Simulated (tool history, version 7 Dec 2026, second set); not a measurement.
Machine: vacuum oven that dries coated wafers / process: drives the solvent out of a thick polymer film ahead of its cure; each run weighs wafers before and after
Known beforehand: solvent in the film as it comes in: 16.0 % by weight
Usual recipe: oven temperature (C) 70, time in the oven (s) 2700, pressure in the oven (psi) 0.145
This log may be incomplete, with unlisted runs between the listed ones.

Run 1, day 0.000: usual settings. Result: solvent left in the film (%) 4.74.
Run 2, day 2.242: usual settings but time in the oven (s) 3900. Result: solvent left in the film (%) 3.40.
At day 5.604: oven's thermocouples calibrated.
Run 3, day 6.396: usual settings but time in the oven (s) 3900. Result: solvent left in the film (%) 3.60.
Run 4, day 8.592: usual settings. Result: solvent left in the film (%) 4.98.
Run 5, day 10.688: usual settings but oven temperature (C) 81. Result: solvent left in the film (%) 2.39.
Run 6, day 14.988: usual settings but oven temperature (C) 81. Result: solvent left in the film (%) 2.36.
Run 7, day 17.725: usual settings but oven temperature (C) 81. Result: solvent left in the film (%) 2.36.
Run 8, day 19.583: usual settings but oven temperature (C) 81, pressure in the oven (psi) 0.380. Result: solvent left in the film (%) 3.54.
Run 9, day 21.562: usual settings but oven temperature (C) 81, pressure in the oven (psi) 0.380. Result: solvent left in the film (%) 3.57.
Run 10, day 24.129: usual settings. Result: solvent left in the film (%) 5.00.
Run 11, day 26.492: usual settings. Result: solvent left in the film (%) 4.95.
Run 12, day 28.838: usual settings. Result: solvent left in the film (%) 4.94.
Run 13, day 32.475: usual settings but oven temperature (C) 59. Result: solvent left in the film (%) 8.26.
Run 14, day 34.542: usual settings but oven temperature (C) 75. Result: solvent left in the film (%) 3.65.
Run 15, day 38.642: usual settings but oven temperature (C) 67. Result: solvent left in the film (%) 5.81.
Run 16, day 43.217: usual settings but oven temperature (C) 83. Result: solvent left in the film (%) 2.03.
Run 17, day 45.933: usual settings but time in the oven (s) 1560. Result: solvent left in the film (%) 7.29.
Run 18, day 48.350: usual settings but time in the oven (s) 1560. Result: solvent left in the film (%) 7.36.
Run 19, day 52.038: usual settings. Result: solvent left in the film (%) 4.94.
Run 20, day 56.500: usual settings. Result: solvent left in the film (%) 4.98.
At day 58.842: oven's thermocouples calibrated.
Run 21, day 59.500: usual settings. Result: solvent left in the film (%) 5.10.
Run 22, day 63.262: usual settings. Result: solvent left in the film (%) 5.20.
Run 23, day 65.738: usual settings but oven temperature (C) 55. Result: solvent left in the film (%) 9.70.

What will run 24 give?
Run 24, day 68.171: usual settings but time in the oven (s) 3900. Result: solvent left in the film (%) ?.

solvent left in the film (%): 3.70
Without the tool's hidden state the same run would have given solvent left in the film (%) 3.05.
